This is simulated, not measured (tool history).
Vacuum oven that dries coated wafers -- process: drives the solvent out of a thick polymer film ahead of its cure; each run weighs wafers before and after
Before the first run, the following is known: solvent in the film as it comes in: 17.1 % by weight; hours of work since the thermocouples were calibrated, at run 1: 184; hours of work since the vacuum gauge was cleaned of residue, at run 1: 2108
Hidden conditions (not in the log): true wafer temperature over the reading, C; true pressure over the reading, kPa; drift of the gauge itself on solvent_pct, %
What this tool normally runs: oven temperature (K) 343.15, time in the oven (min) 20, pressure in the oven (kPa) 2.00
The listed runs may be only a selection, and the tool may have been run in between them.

run     day  oven temperature (K)  time in the oven (min)  pressure in the oven (kPa)  hours of work since the thermocouples were calibrated  hours of work since the vacuum gauge was cleaned of residue  solvent left in the film (%)
  1   0.000                343.15                      20                        2.00                                                    184                                                         2108                          3.48
  2   2.100                343.15                      20                        2.00                                                    218                                                         2142                          3.57
  3   4.017                343.15                      20                        2.00                                                    250                                                         2174                          3.58
  4   7.362                343.15                      20                        2.00                                                    305                                                         2228                          3.73
  5  10.142                343.15                      20                        2.00                                                    350                                                         2274                          3.65
  6  13.671                343.15                      20                        2.00                                                    408                                                         2332                          3.54
  7  16.258                343.15                      20                        2.00                                                    451                                                         2374                          3.50
  8  18.221                343.15                      20                        2.00                                                    483                                                         2407                          3.54
  9  21.446                341.15                      14                        1.37                                                    536                                                         2459                          5.68
 10  24.817                334.15                      27                        2.00                                                    591                                                         2515                          5.34
 11  26.617                344.15                      17                        7.71                                                    621                                                         2544                          6.51
 12  29.988                335.15                      11                        3.83                                                    676                                                         2599                          9.76
 13  33.117                335.15                      11                        3.83                                                    727                                                         2651                          9.59
 14  35.633                342.15                      13                        2.78                                                    768                                                         2692                          5.87
 15  38.525                343.15                      16                        3.93                                                    816                                                         2739                          5.33

Alternative continuations, all from the tool just after run 15; predict every row:
  A  40.979                347.15                      15                        3.93                                                    856                                                         2780                             ?
  B  40.979                343.15                      30                        2.36                                                    856                                                         2780                             ?
  C  40.979                343.15                      16                        2.34                                                    856                                                         2780                             ?

run  solvent left in the film (%)
  A                          4.21
  B                          2.57
  C                          4.39
What these runs would have given with no unlogged condition in the tool:
run  solvent left in the film (%)
  A                          4.21
  B                          2.33
  C                          4.38

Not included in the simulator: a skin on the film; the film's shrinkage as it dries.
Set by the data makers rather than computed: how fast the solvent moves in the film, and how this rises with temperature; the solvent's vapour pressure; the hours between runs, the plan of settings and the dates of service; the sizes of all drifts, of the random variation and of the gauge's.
